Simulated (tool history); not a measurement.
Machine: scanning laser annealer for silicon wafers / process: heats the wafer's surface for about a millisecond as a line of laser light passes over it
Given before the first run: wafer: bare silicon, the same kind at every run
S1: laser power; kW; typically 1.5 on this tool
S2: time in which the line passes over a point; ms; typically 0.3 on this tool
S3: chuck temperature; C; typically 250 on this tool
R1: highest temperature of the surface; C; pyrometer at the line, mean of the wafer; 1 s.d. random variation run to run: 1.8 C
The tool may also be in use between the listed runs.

| run | hour | S1 | S2 | S3 | R1 |
|---|---|---|---|---|---|
| 1 | 0 | 1.5 | 0.3 | 250 | 1013 |
| 2 | 7.5 | 1.5 | 0.3 | 250 | 1011 |
| 3 | 18 | 1.479 | 0.3 | 250 | 996 |
| 4 | 28.5 | 1.479 | 0.3 | 250 | 998 |
| 5 | 36.3 | 1.5 | 0.3 | 252 | 1013 |
| 6 | 41 | 1.5 | 0.3 | 252 | 1012 |
| 7 | 48.2 | 1.5 | 0.3 | 252 | 1015 |
| 8 | 55.5 | 1.5 | 0.3 | 252 | 1010 |
| 9 | 64.8 | 1.5 | 0.349 | 250 | 1064 |
| 10 | 69.6 | 1.5 | 0.355 | 250 | 1070 |
| 11 | 78.7 | 1.374 | 0.355 | 250 | 983 |
| 12 | 87.7 | 1.5 | 0.3 | 250 | 1009 |
| 13 | 97 | 1.5 | 0.3 | 250 | 1005 |
| 14 | 104.2 | 1.5 | 0.3 | 250 | 1010 |
|  | 113.3 | optics aligned, line set to its width |
| 15 | 114 | 1.5 | 0.3 | 250 | 1002 |
| 16 | 120.1 | 1.5 | 0.3 | 250 | 1003 |
| 17 | 125 | 1.5 | 0.3 | 250 | 1001 |
| 18 | 130.5 | 1.5 | 0.3 | 250 | 1000 |
| 19 | 138 | 1.5 | 0.3 | 210 | 961 |
|  | 145.5 | optics aligned, line set to its width, once more |
| 20 | 152.2 | 1.5 | 0.3 | 210 | 987 |
| 21 | 157.6 | 1.5 | 0.3 | 250 | 1020 |
| 22 | 164 | 1.496 | 0.3 | 242 | 1018 |
| 23 | 173 | 1.309 | 0.365 | 272 | 982 |
| 24 | 177.6 | 1.309 | 0.365 | 283 | 998 |
| 25 | 182.6 | 1.451 | 0.365 | 277 | 1087 |
| 26 | 189.7 | 1.517 | 0.3 | 289 | 1077 |
| 27 | 198.3 | 1.622 | 0.214 | 289 | 1029 |
| 28 | 205.4 | 1.516 | 0.327 | 289 | 1100 |
| 29 | 211.7 | 1.516 | 0.327 | 289 | 1106 |
| 30 | 218.5 | 1.554 | 0.327 | 289 | 1130 |
| 31 | 229.1 | 1.589 | 0.283 | 285 | 1099 |
| 32 | 239.1 | 1.42 | 0.216 | 250 | 876 |
| 33 | 243.9 | 1.308 | 0.311 | 250 | 910 |
| 34 | 249.7 | 1.308 | 0.311 | 250 | 908 |
| 35 | 257.5 | 1.389 | 0.254 | 276 | 928 |
| 36 | 265.5 | 1.389 | 0.242 | 271 | 909 |
| 37 | 273.6 | 1.571 | 0.282 | 284 | 1079 |
| 38 | 277.9 | 1.472 | 0.32 | 252 | 1029 |
| 39 | 285.5 | 1.434 | 0.265 | 279 | 969 |
| 40 | 291.5 | 1.317 | 0.33 | 250 | 929 |
| 41 | 299.5 | 1.629 | 0.303 | 280 | 1138 |

Forecast each of these 4 alternatives for the next run:
| A | 308.9 | 1.5 | 0.221 | 250 | ? |
| B | 308.9 | 1.5 | 0.299 | 250 | ? |
| C | 308.9 | 1.356 | 0.303 | 223 | ? |
| D | 308.9 | 1.279 | 0.303 | 278 | ? |

| run | R1 |
|---|---|
| A | 922 |
| B | 1020 |
| C | 903 |
| D | 910 |
Without the tool's unlogged condition, the same runs would have read:
| run | R1 |
|---|---|
| A | 956 |
| B | 1060 |
| C | 937 |
| D | 943 |
